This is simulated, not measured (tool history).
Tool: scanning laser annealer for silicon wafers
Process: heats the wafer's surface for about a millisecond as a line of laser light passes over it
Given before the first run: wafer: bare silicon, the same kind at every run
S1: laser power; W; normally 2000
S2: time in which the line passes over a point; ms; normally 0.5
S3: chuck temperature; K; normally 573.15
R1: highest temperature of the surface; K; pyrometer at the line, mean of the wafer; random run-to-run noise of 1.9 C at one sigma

run   hour    S1     S2      S3       R1
  1      0  2000    0.5  573.15  1358.15
  2   68.4  2000    0.5  573.15  1354.15
  3  125.6  2000    0.5  573.15  1349.15
  4  166.8  2000  0.572  573.15  1410.15
  5  202.7  2000    0.5  540.15  1315.15
  6  245.8  2000    0.5  540.15  1310.15
  7  311.5  2000    0.5  540.15  1305.15
  8  373.4  2000    0.5  573.15  1336.15
  9  429.6  2000    0.5  573.15  1332.15
 10  467.3  2000   0.36  573.15  1205.15
     476.6  -- optics aligned, line set to its width
 11  505.1  1974   0.52  573.15  1340.15
     536.2  -- window over the wafer cleaned
 12  536.2  1959  0.585  562.15  1427.15
 13    593  2047  0.396  585.15  1316.15
 14  625.1  2047  0.396  585.15  1313.15
 15  690.5  2047  0.396  585.15  1311.15
 16  721.7  2156  0.392  590.15  1351.15
 17  781.5  2156  0.392  590.15  1350.15

Alternative continuations, all from the tool just after run 17; predict every row:
  A  817.8  2000   0.52  573.15   ?
  B  817.8  2048   0.56  606.15   ?
  C  817.8  2093  0.583  585.15   ?
  D  817.8  2000    0.5  568.15   ?
  E  817.8  2156  0.427  590.15   ?

run       R1
  A  1390.15
  B  1473.15
  C  1498.15
  D  1368.15
  E  1383.15
Without the tool's hidden state the same runs would have given:
run       R1
  A  1412.15
  B  1496.15
  C  1522.15
  D  1389.15
  E  1403.15

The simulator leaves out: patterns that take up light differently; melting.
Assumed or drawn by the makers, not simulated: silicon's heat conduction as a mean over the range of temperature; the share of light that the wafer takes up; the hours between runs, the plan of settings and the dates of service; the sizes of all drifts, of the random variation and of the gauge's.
